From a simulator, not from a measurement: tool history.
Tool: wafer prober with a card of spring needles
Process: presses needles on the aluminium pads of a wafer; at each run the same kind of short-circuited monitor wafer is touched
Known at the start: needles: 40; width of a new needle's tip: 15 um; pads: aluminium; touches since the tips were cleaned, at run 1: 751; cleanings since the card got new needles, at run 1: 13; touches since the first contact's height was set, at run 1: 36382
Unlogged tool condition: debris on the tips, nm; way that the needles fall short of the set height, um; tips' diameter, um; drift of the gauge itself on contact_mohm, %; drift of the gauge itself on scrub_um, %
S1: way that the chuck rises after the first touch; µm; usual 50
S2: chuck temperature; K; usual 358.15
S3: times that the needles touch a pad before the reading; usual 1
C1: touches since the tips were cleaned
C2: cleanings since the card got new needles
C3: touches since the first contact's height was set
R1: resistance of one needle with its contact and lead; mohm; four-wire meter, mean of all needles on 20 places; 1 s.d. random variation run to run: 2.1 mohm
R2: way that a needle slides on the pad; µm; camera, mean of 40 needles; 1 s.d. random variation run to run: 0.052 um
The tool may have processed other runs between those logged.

run	day	S1	S2	S3	C1	C2	C3	R1	R2
1	0	50	358.15	1	751	13	36382	334	6.25
# day 0.525: tips cleaned on abrasive film
2	0.667	50	358.15	1	499	14	38681	330	6.2
3	1.142	50	358.15	1	2144	14	40326	467	6.16
# day 1.283: tips cleaned on abrasive film
4	1.942	50	358.15	1	2286	15	43087	467	6.18
# day 2.025: tips cleaned on abrasive film
# day 2.808: tips cleaned on abrasive film
5	2.896	50	371.15	1	307	17	46379	302	6.16
# day 3.571: tips cleaned on abrasive film
6	3.571	50	371.15	1	0	18	48694	264	6.15
# day 4.292: tips cleaned on abrasive film
7	4.292	50	371.15	1	0	19	51190	262	6.12
8	4.846	50	371.15	1	1916	19	53106	447	6.11
# day 5.088: tips cleaned on abrasive film
9	5.496	50	371.15	1	1420	20	55352	418	6.11
# day 5.825: tips cleaned on abrasive film
10	6.354	50	307.15	1	1844	21	58321	449	6.13
# day 6.575: tips cleaned on abrasive film
11	7.033	50	307.15	1	1582	22	60651	420	6.03
# day 7.312: tips cleaned on abrasive film
12	7.562	50	307.15	1	867	23	62484	368	6.07
13	7.996	50	328.15	1	2369	23	63986	502	6.15
# day 8.071: tips cleaned on abrasive film
# day 8.804: tips cleaned on abrasive film
14	9.025	50	358.15	1	773	25	67530	355	6.12
# day 9.558: tips cleaned on abrasive film
15	9.617	47	358.15	2	203	26	69556	265	5.69
# day 10.317: tips cleaned on abrasive film
16	10.346	40	358.15	2	104	27	72085	277	4.83
# day 11.117: tips cleaned on abrasive film
17	11.138	37	358.15	1	71	28	74804	298	4.45
18	11.65	37	358.15	1	1861	28	76594	652	4.48
# day 11.85: tips cleaned on abrasive film
19	12.354	36	329.15	2	1743	29	79018	471	4.3
# day 12.612: tips cleaned on abrasive film
20	12.85	62	358.15	2	827	30	80721	273	7.5
# day 13.329: tips cleaned on abrasive film
21	13.329	62	308.15	2	0	31	82377	225	7.59
# day 14.083: tips cleaned on abrasive film
22	14.367	32	331.15	1	981	32	85956	581	3.7
# day 14.833: tips cleaned on abrasive film
23	14.846	65	358.15	2	48	33	87607	242	7.85
24	15.512	65	371.15	2	2358	33	89917	330	7.87

Alternative continuations, all from the tool just after run 24; predict every row:
# day 15.6: tips cleaned on abrasive film
# day 16.35: tips cleaned on abrasive film
A	16.554	65	371.15	3	708	35	93503	?	?
# day 15.6: tips cleaned on abrasive film
# day 16.35: tips cleaned on abrasive film
B	16.554	37	315.15	2	708	35	93503	?	?
# day 15.6: tips cleaned on abrasive film
# day 16.35: tips cleaned on abrasive film
C	16.554	34	352.15	3	708	35	93503	?	?
# day 15.6: tips cleaned on abrasive film
# day 16.35: tips cleaned on abrasive film
D	16.554	65	330.15	2	708	35	93503	?	?

run	R1	R2
A	254	7.75
B	341	4.39
C	321	4
D	263	7.9
With the hidden condition removed and each run's random variation left untouched, the same runs would have given:
run	R1	R2
A	232	8.09
B	229	4.73
C	243	4.34
D	226	8.23

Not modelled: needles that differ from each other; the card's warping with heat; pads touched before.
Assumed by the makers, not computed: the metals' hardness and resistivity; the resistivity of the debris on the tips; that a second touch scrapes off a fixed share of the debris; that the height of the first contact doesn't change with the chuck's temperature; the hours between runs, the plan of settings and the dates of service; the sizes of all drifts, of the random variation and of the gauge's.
